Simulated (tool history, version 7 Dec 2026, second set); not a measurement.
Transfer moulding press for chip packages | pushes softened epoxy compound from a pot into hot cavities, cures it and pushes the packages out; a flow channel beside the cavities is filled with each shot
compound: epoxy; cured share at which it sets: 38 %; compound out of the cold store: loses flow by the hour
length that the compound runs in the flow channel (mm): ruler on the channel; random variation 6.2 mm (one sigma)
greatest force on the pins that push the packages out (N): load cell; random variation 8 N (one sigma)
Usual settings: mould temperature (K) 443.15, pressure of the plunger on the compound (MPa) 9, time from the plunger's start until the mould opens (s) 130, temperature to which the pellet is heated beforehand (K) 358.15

run,hour,mould temperature (K),pressure of the plunger on the compound (MPa),time from the plunger's start until the mould opens (s),temperature to which the pellet is heated beforehand (K),incoming compound's hours out of the cold store,length that the compound runs in the flow channel (mm),greatest force on the pins that push the packages out (N)
1,0,443.15,9,130,358.15,47,653,490
# hour 6.5: cavities cleaned with cleaning compound and waxed
2,24.1,443.15,9,137,358.15,25.9,693,421
# hour 51.6: cavities cleaned with cleaning compound and waxed
3,62.3,443.15,9,137,358.15,43,638,367
4,88.2,443.15,9,130,358.15,17.4,693,489
# hour 97.7: cavities cleaned with cleaning compound and waxed
5,122.5,443.15,9,136,358.15,29.6,672,435
# hour 141.7: cavities cleaned with cleaning compound and waxed
6,147,443.15,9,136,358.15,10.3,697,352
7,182.6,443.15,9,130,358.15,47.4,633,494
# hour 186.4: cavities cleaned with cleaning compound and waxed
8,205.8,443.15,9,130,358.15,24.6,672,445
# hour 232.6: cavities cleaned with cleaning compound and waxed
9,246.5,443.15,9,130,358.15,31.5,654,386
# hour 279.7: cavities cleaned with cleaning compound and waxed
10,298.6,443.15,9,130,367.15,47.8,611,429
# hour 326.1: cavities cleaned with cleaning compound and waxed
11,347,443.15,9,130,367.15,11.6,669,428
# hour 366: plunger's sealing rings changed
# hour 376.4: cavities cleaned with cleaning compound and waxed
12,401.4,443.15,9,130,367.15,12,732,471
# hour 421.1: cavities cleaned with cleaning compound and waxed
13,443.2,443.15,9,110,367.15,40.5,683,488
# hour 466.3: cavities cleaned with cleaning compound and waxed
14,482.8,443.15,9,130,354.15,13.6,725,435
# hour 513.6: cavities cleaned with cleaning compound and waxed
15,526.1,443.15,9.2,149,354.15,27.5,702,372
# hour 558.1: cavities cleaned with cleaning compound and waxed
16,575.6,449.15,10.77,149,353.15,20.1,731,399
# hour 605.9: cavities cleaned with cleaning compound and waxed
17,605.9,439.15,10.77,149,353.15,46.9,715,338
# hour 651.1: cavities cleaned with cleaning compound and waxed
18,652.8,448.15,7.02,149,353.15,39.6,551,334
# hour 698.5: cavities cleaned with cleaning compound and waxed
19,701.4,445.15,10.64,144,367.15,31.1,705,322
# hour 745.6: cavities cleaned with cleaning compound and waxed
20,750.2,445.15,10.64,144,367.15,19.4,712,336
# hour 790.2: cavities cleaned with cleaning compound and waxed
21,805.1,445.15,10.64,144,367.15,16.8,717,389
# hour 835.2: cavities cleaned with cleaning compound and waxed
22,855.9,443.15,9,130,362.15,24.5,651,419
# hour 880: cavities cleaned with cleaning compound and waxed
23,885.2,443.15,7.36,130,353.15,27.8,572,365
# hour 892.2: mould's thermocouples calibrated
24,909.3,443.15,7.36,130,353.15,21.5,589,476
# hour 927.2: plunger's sealing rings changed
# hour 928.7: cavities cleaned with cleaning compound and waxed
25,944.2,443.15,7.36,130,353.15,40.6,622,426
26,968.6,443.15,7.36,130,353.15,44.1,615,488

5 ways to go on from here, each from the tool as it stands after run 26. What would each give?
# hour 973.1: cavities cleaned with cleaning compound and waxed
A,1000.5,443.15,6.92,144,350.15,40,?,?
# hour 973.1: cavities cleaned with cleaning compound and waxed
B,1000.5,443.15,7.71,111,358.15,38.1,?,?
# hour 973.1: cavities cleaned with cleaning compound and waxed
C,1000.5,445.15,9,130,350.15,19.6,?,?
# hour 973.1: cavities cleaned with cleaning compound and waxed
D,1000.5,436.15,7.36,133,364.15,18.8,?,?
# hour 973.1: cavities cleaned with cleaning compound and waxed
E,1000.5,440.15,7.36,130,353.15,20.3,?,?

run,length that the compound runs in the flow channel (mm),greatest force on the pins that push the packages out (N)
A,599,447
B,621,527
C,704,449
D,686,667
E,661,532
Without the tool's hidden state the same runs would have given:
run,length that the compound runs in the flow channel (mm),greatest force on the pins that push the packages out (N)
A,608,330
B,630,384
C,714,329
D,695,486
E,670,390
